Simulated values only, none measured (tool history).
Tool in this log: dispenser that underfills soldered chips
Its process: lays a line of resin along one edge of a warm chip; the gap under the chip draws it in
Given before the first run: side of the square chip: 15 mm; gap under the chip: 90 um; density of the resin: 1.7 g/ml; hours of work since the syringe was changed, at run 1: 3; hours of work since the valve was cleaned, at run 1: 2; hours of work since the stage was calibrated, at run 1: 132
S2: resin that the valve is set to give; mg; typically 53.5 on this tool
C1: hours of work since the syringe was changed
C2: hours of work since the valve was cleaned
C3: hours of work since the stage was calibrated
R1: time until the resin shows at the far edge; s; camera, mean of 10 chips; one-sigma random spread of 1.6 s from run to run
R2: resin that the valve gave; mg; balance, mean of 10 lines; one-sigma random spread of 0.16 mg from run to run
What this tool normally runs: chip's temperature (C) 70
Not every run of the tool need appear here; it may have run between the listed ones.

Run 1, hour 0.0: usual settings; C1 3; C2 2; C3 132. Result: R1 213.2 s, R2 53.54 mg.
At hour 6.2: new syringe of resin.
Run 2, hour 9.0: usual settings but chip's temperature (C) 62; C1 2; C2 8; C3 139. Result: R1 250.4 s, R2 52.98 mg.
Run 3, hour 15.7: usual settings; C1 7; C2 13; C3 144. Result: R1 286.1 s, R2 53.02 mg.
At hour 17.5: new syringe of resin.
Run 4, hour 24.4: usual settings; C1 5; C2 19; C3 150. Result: R1 246.6 s, R2 52.77 mg.
At hour 28.3: new syringe of resin.
Run 5, hour 33.4: usual settings but S2 66.5 mg; C1 4; C2 25; C3 156. Result: R1 218.5 s, R2 65.04 mg.
At hour 39.1: new syringe of resin.
Run 6, hour 45.7: usual settings but S2 66.5 mg; C1 5; C2 34; C3 165. Result: R1 232.9 s, R2 64.71 mg.
At hour 50.1: new syringe of resin.
Run 7, hour 52.8: usual settings but S2 66.5 mg; C1 2; C2 39; C3 170. Result: R1 186.4 s, R2 64.28 mg.
Run 8, hour 58.4: usual settings; C1 6; C2 43; C3 174. Result: R1 266.8 s, R2 51.36 mg.
At hour 60.9: new syringe of resin.
Run 9, hour 65.0: usual settings; C1 3; C2 48; C3 179. Result: R1 211.6 s, R2 51.10 mg.

The next listed run, before its measurement:
At hour 72.0: new syringe of resin.
Run 10, hour 73.8: usual settings but chip's temperature (C) 61, S2 61.3 mg; C1 1; C2 54; C3 185. Result: R1 ?, R2 ?.

R1: 245.5 s
R2: 58.48 mg
Take away the tool's hidden state, keep the run-to-run variation as it was, and the same run would have given R1 213.9 s, R2 61.36 mg.
